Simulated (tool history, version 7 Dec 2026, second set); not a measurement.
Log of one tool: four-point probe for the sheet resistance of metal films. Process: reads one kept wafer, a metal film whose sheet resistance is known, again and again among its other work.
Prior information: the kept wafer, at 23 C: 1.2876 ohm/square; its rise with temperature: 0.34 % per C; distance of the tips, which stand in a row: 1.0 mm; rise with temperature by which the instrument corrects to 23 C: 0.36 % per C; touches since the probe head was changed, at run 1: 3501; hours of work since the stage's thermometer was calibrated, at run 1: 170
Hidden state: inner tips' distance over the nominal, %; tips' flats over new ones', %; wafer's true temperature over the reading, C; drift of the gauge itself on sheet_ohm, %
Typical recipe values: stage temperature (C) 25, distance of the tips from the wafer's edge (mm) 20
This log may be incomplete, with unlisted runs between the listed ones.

run	hour	stage temperature (C)	distance of the tips from the wafer's edge (mm)	touches since the probe head was changed	hours of work since the stage's thermometer was calibrated	sheet resistance as the instrument gives it (ohm/square)
1	0	25	20	3501	170	1.288695
2	11.2	25	20	3830	178	1.289161
3	24.5	25	20	4224	187	1.288931
4	33.3	25	20	4483	193	1.28871
5	47.2	25	20	4894	202	1.289287
6	61.5	25	20	5313	211	1.289294
7	71.2	25	20	5601	218	1.288438
8	81	25	20	5888	224	1.288796
9	94.5	25	20	6286	233	1.289341
10	103.8	27	20	6561	240	1.288476
11	117.3	27	20	6959	249	1.288607
12	124	19	20	7156	253	1.290207
13	135.7	19	20	7503	261	1.290422
14	144.9	19	5	7774	267	1.316044
15	157.3	28	22	8140	275	1.287922
16	165.1	27	34	8368	280	1.28708
17	176.2	27	34	8695	288	1.287158
18	189.6	27	34	9091	297	1.287209
19	202.7	27	34	9478	306	1.287281
20	211.7	27	34	9743	312	1.287509
21	227.3	29	32	10202	322	1.287209
22	239.6	24	5	10566	330	1.31485
23	251.9	22	4	10929	338	1.32961

Consider 5 possible next runs. They are alternatives, not a sequence: every one starts from the tool as it was left by run 23. What does each give?
A	265.8	29	5	11336	348	?
B	265.8	22	3	11336	348	?
C	265.8	22	21	11336	348	?
D	265.8	33	66	11336	348	?
E	265.8	22	8	11336	348	?

run	sheet resistance as the instrument gives it (ohm/square)
A	1.313447
B	1.360817
C	1.289499
D	1.285744
E	1.298932
Had the tool no hidden state, the same runs would have come out as:
run	sheet resistance as the instrument gives it (ohm/square)
A	1.31337
B	1.360737
C	1.289423
D	1.285668
E	1.298855

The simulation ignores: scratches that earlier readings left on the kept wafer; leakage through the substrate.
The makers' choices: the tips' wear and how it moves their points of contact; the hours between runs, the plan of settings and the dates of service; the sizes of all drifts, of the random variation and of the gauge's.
